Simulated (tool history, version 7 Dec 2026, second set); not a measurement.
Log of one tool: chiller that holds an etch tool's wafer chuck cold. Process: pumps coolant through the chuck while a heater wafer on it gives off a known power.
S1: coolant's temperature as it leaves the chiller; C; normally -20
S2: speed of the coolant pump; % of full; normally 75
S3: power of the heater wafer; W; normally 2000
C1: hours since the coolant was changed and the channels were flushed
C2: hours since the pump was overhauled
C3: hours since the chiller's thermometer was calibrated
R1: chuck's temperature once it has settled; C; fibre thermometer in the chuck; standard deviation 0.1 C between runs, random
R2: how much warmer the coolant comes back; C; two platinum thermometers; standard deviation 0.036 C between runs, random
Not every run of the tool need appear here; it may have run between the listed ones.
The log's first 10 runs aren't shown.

Run 11, day 16.417: usual settings; C1 3824; C2 1845; C3 338. Result: R1 -0.9 C, R2 6.75 C.
Run 12, day 18.879: usual settings; C1 3883; C2 1904; C3 398. Result: R1 -0.6 C, R2 6.69 C.
Run 13, day 20.929: usual settings but S1 -17 C; C1 3932; C2 1953; C3 447. Result: R1 2.4 C, R2 6.63 C.
Run 14, day 23.342: usual settings but S1 -17 C; C1 3990; C2 2011; C3 505. Result: R1 2.4 C, R2 6.72 C.
Run 15, day 24.817: usual settings; C1 4026; C2 2047; C3 540. Result: R1 -0.7 C, R2 6.72 C.
Run 16, day 26.329: usual settings; C1 4062; C2 2083; C3 576. Result: R1 -0.5 C, R2 6.71 C.
Run 17, day 27.633: usual settings; C1 4093; C2 2114; C3 608. Result: R1 -0.6 C, R2 6.73 C.
Run 18, day 29.354: usual settings but S1 -21 C, S2 86 % of full, S3 2115 W; C1 4134; C2 2156; C3 649. Result: R1 -2.7 C, R2 6.20 C.
Run 19, day 31.108: usual settings but S1 -21 C, S2 86 % of full, S3 2115 W; C1 4177; C2 2198; C3 691. Result: R1 -2.9 C, R2 6.21 C.
Run 20, day 32.279: usual settings but S1 -15 C, S2 67 % of full, S3 2094 W; C1 4205; C2 2226; C3 719. Result: R1 7.6 C, R2 7.87 C.
Run 21, day 34.754: usual settings but S1 -15 C, S2 67 % of full, S3 2094 W; C1 4264; C2 2285; C3 778. Result: R1 7.7 C, R2 7.85 C.
Run 22, day 36.350: usual settings but S1 -15 C, S2 67 % of full, S3 2094 W; C1 4302; C2 2324; C3 817. Result: R1 7.6 C, R2 7.82 C.
Run 23, day 38.450: usual settings but S1 -12 C, S2 67 % of full, S3 2682 W; C1 4353; C2 2374; C3 867. Result: R1 17.0 C, R2 10.02 C.
Run 24, day 40.142: usual settings but S2 61 % of full, S3 2670 W; C1 4393; C2 2415; C3 908. Result: R1 11.3 C, R2 10.95 C.
Run 25, day 42.058: usual settings but S2 62 % of full, S3 1156 W; C1 4439; C2 2461; C3 954. Result: R1 -6.6 C, R2 4.68 C.
Run 26, day 43.146: usual settings but S2 62 % of full, S3 1156 W; C1 4465; C2 2487; C3 980. Result: R1 -6.5 C, R2 4.72 C.
Run 27, day 45.175: usual settings but S1 -10 C, S2 84 % of full, S3 1813 W; C1 4514; C2 2535; C3 1029. Result: R1 6.4 C, R2 5.50 C.
Run 28, day 46.383: usual settings but S1 -17 C, S2 88 % of full, S3 2209 W; C1 4543; C2 2564; C3 1058. Result: R1 2.1 C, R2 6.39 C.
Run 29, day 48.604: usual settings but S1 -17 C, S2 88 % of full, S3 2209 W; C1 4596; C2 2618; C3 1111. Result: R1 2.2 C, R2 6.42 C.
Run 30, day 50.479: usual settings but S1 -19 C, S2 86 % of full, S3 1174 W; C1 4641; C2 2663; C3 1156. Result: R1 -8.3 C, R2 3.45 C.
Run 31, day 52.808: usual settings but S1 -19 C, S2 86 % of full, S3 1174 W; C1 4697; C2 2719; C3 1212. Result: R1 -8.5 C, R2 3.48 C.
Run 32, day 54.696: usual settings but S1 -19 C, S2 86 % of full, S3 1174 W; C1 4743; C2 2764; C3 1257. Result: R1 -8.3 C, R2 3.52 C.

What if the next run were any one of these 3? Each begins from the tool's condition after run 32:
Run A, day 56.179: usual settings but S2 70 % of full, S3 1445 W; C1 4778; C2 2799; C3 1293. Result: R1 ?, R2 ?.
Run B, day 56.179: usual settings but S1 -19 C, S2 62 % of full, S3 1520 W; C1 4778; C2 2799; C3 1293. Result: R1 ?, R2 ?.
Run C, day 56.179: usual settings but S1 -11 C, S2 63 % of full, S3 1174 W; C1 4778; C2 2799; C3 1293. Result: R1 ?, R2 ?.

run    R1    R2
  A  -4.5  5.23
  B  -1.2  6.18
  C   2.7  4.70
With the hidden condition removed and each run's random variation left untouched, the same runs would have given:
run    R1    R2
  A  -6.3  4.98
  B  -3.3  5.89
  C   1.0  4.48
